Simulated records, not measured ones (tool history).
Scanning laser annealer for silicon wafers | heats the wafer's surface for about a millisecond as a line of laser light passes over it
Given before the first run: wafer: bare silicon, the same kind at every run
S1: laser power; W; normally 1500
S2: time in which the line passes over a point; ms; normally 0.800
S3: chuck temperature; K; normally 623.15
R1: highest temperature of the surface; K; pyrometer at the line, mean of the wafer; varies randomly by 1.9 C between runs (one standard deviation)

run  hour    S1     S2      S3       R1
  1   0.0  1500  0.800  623.15  1423.15
  2   9.7  1500  0.800  608.15  1411.15
  3  15.7  1500  0.847  623.15  1449.15
  4  20.5  1443  0.847  623.15  1411.15
  5  29.5  1443  0.847  623.15  1410.15
  6  39.4  1326  0.800  623.15  1324.15
  7  45.3  1299  0.800  623.15  1310.15
  8  50.5  1541  0.682  623.15  1389.15
     53.1  -- window over the wafer cleaned
  9  57.7  1541  0.682  623.15  1387.15
 10  66.9  1479  0.800  623.15  1411.15
 11  73.9  1575  0.723  587.15  1392.15
 12  81.4  1575  0.723  587.15  1395.15

3 ways to go on from here, each from the tool as it stands after run 12. What would each give?
  A  88.2  1436  0.646  587.15   ?
  B  88.2  1500  0.723  587.15   ?
  C  88.2  1381  0.860  623.15   ?

run       R1
  A  1279.15
  B  1350.15
  C  1375.15
With the hidden condition removed and each run's random variation left untouched, the same runs would have given:
run       R1
  A  1301.15
  B  1374.15
  C  1398.15

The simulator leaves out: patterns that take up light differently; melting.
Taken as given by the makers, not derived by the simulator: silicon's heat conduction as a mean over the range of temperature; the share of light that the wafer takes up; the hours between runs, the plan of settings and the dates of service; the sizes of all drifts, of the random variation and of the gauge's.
